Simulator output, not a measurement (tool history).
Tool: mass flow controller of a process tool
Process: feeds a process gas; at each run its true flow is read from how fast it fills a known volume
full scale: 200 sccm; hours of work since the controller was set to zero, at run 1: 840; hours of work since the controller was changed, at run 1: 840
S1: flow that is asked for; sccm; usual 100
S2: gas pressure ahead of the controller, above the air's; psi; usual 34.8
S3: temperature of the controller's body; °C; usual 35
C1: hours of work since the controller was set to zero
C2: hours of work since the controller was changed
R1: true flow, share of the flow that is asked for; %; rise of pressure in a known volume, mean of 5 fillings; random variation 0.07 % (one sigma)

Run 1, hour 0: usual settings; C1 840; C2 840. Result: R1 99.93 %.
Run 2, hour 101.2: usual settings; C1 884; C2 884. Result: R1 100.06 %.
Run 3, hour 219.6: usual settings; C1 935; C2 935. Result: R1 100.04 %.
Run 4, hour 311.8: usual settings; C1 975; C2 975. Result: R1 100.08 %.
Run 5, hour 480.7: usual settings; C1 1048; C2 1048. Result: R1 100.1 %.
Run 6, hour 647.2: usual settings but S1 150 sccm; C1 1120; C2 1120. Result: R1 100.68 %.
Run 7, hour 796.3: usual settings but S3 34 °C; C1 1185; C2 1185. Result: R1 100.1 %.
Run 8, hour 871.5: usual settings but S1 183 sccm; C1 1217; C2 1217. Result: R1 101.28 %.
Run 9, hour 1030.7: usual settings but S1 183 sccm; C1 1286; C2 1286. Result: R1 101.25 %.
Run 10, hour 1182.4: usual settings but S1 183 sccm, S2 22.8 psi; C1 1352; C2 1352. Result: R1 101.44 %.
Run 11, hour 1265.9: usual settings but S3 29 °C; C1 1388; C2 1388. Result: R1 99.8 %.
Run 12, hour 1388.3: usual settings; C1 1441; C2 1441. Result: R1 100.31 %.
Run 13, hour 1525.3: usual settings but S2 28 psi; C1 1500; C2 1500. Result: R1 100.39 %.
Run 14, hour 1637.7: usual settings but S2 28 psi; C1 1549; C2 1549. Result: R1 100.44 %.
Run 15, hour 1805.1: usual settings but S2 28 psi; C1 1621; C2 1621. Result: R1 100.49 %.
Run 16, hour 1945.8: usual settings but S2 28 psi; C1 1682; C2 1682. Result: R1 100.53 %.
Run 17, hour 2021.3: usual settings; C1 1714; C2 1714. Result: R1 100.5 %.
Run 18, hour 2123.8: usual settings; C1 1759; C2 1759. Result: R1 100.52 %.
Run 19, hour 2195.9: usual settings; C1 1790; C2 1790. Result: R1 100.43 %.
Run 20, hour 2303.6: usual settings but S3 34 °C; C1 1836; C2 1836. Result: R1 100.38 %.
Run 21, hour 2409.2: usual settings; C1 1882; C2 1882. Result: R1 100.57 %.
Run 22, hour 2544.1: usual settings but S3 25 °C; C1 1940; C2 1940. Result: R1 99.7 %.
Run 23, hour 2644.3: usual settings but S3 25 °C; C1 1984; C2 1984. Result: R1 99.93 %.
Run 24, hour 2779.3: usual settings; C1 2042; C2 2042. Result: R1 100.66 %.
Run 25, hour 2885.3: usual settings but S1 120 sccm, S2 29 psi, S3 22 °C; C1 2088; C2 2088. Result: R1 99.92 %.
Run 26, hour 2993.4: usual settings but S1 120 sccm, S2 33.8 psi, S3 39 °C; C1 2135; C2 2135. Result: R1 101.19 %.
Run 27, hour 3131.2: usual settings but S1 25 sccm, S2 20.6 psi, S3 22 °C; C1 2194; C2 2194. Result: R1 101.48 %.
Run 28, hour 3237.1: usual settings but S1 65 sccm, S2 21.9 psi, S3 39 °C; C1 2240; C2 2240. Result: R1 101.28 %.
Run 29, hour 3354.2: usual settings but S1 65 sccm, S2 21.9 psi, S3 39 °C; C1 2291; C2 2291. Result: R1 101.18 %.
Run 30, hour 3465.7: usual settings but S3 25 °C; C1 2339; C2 2339. Result: R1 100.08 %.
Run 31, hour 3585.1: usual settings but S3 25 °C; C1 2391; C2 2391. Result: R1 100.16 %.
Run 32, hour 3677.9: usual settings but S1 154 sccm, S3 25 °C; C1 2431; C2 2431. Result: R1 100.56 %.
Run 33, hour 3800.2: usual settings but S1 154 sccm, S3 25 °C; C1 2484; C2 2484. Result: R1 100.57 %.
Run 34, hour 3930: usual settings but S1 180 sccm, S2 24.5 psi; C1 2540; C2 2540. Result: R1 101.86 %.
Run 35, hour 4038.8: usual settings but S1 180 sccm, S2 24.5 psi; C1 2587; C2 2587. Result: R1 101.78 %.
Run 36, hour 4184.2: usual settings but S1 30 sccm, S2 23.1 psi; C1 2650; C2 2650. Result: R1 102.58 %.
Run 37, hour 4282.5: usual settings but S1 85 sccm, S2 37.1 psi; C1 2692; C2 2692. Result: R1 100.95 %.
Run 38, hour 4374.7: usual settings but S1 28 sccm; C1 2732; C2 2732. Result: R1 102.83 %.
Run 39, hour 4546: usual settings but S1 26 sccm, S3 25 °C; C1 2806; C2 2806. Result: R1 102.44 %.
Run 40, hour 4629.6: usual settings but S1 26 sccm, S3 25 °C; C1 2842; C2 2842. Result: R1 102.46 %.
Run 41, hour 4725.5: usual settings but S2 22.2 psi; C1 2884; C2 2884. Result: R1 101.38 %.
Run 42, hour 4799.9: usual settings but S1 28 sccm, S2 31.9 psi, S3 34 °C; C1 2916; C2 2916. Result: R1 103 %.
Run 43, hour 4918.4: usual settings but S1 157 sccm, S2 29.3 psi, S3 20 °C; C1 2967; C2 2967. Result: R1 100.51 %.
Run 44, hour 5026.6: usual settings but S1 69 sccm, S3 27 °C; C1 3014; C2 3014. Result: R1 100.62 %.
Run 45, hour 5174: usual settings but S2 26.1 psi, S3 36 °C; C1 3078; C2 3078. Result: R1 101.51 %.
Run 46, hour 5272.9: usual settings but S2 26.1 psi, S3 36 °C; C1 3120; C2 3120. Result: R1 101.6 %.
Run 47, hour 5380: usual settings but S2 26.1 psi, S3 36 °C; C1 3167; C2 3167. Result: R1 101.51 %.
Run 48, hour 5526.7: usual settings but S2 26.1 psi, S3 36 °C; C1 3230; C2 3230. Result: R1 101.61 %.

The same runs without the tool's hidden state, with the same run-to-run variation:
The hidden state here: flow at rest that the sensor doesn't see, % of full scale; true flow over the shown one, %; drift of the gauge itself on true_pct, %.
run      R1
  1   99.18
  2   99.29
  3   99.24
  4   99.25
  5   99.22
  6   99.92
  7   99.15
  8  100.54
  9  100.48
 10  100.65
 11   98.73
 12   99.21
 13   99.25
 14   99.28
 15   99.28
 16   99.29
 17   99.24
 18   99.24
 19   99.13
 20   99.05
 21   99.22
 22    98.3
 23   98.51
 24   99.21
 25   98.58
 26   99.83
 27   97.29
 28   99.23
 29   99.09
 30   98.45
 31    98.5
 32   99.22
 33   99.21
 34  100.56
 35  100.47
 36   98.32
 37   98.92
 38   98.18
 39   97.37
 40   97.34
 41   99.43
 42   98.08
 43   98.95
 44   98.07
 45   99.45
 46   99.52
 47    99.4
 48   99.46
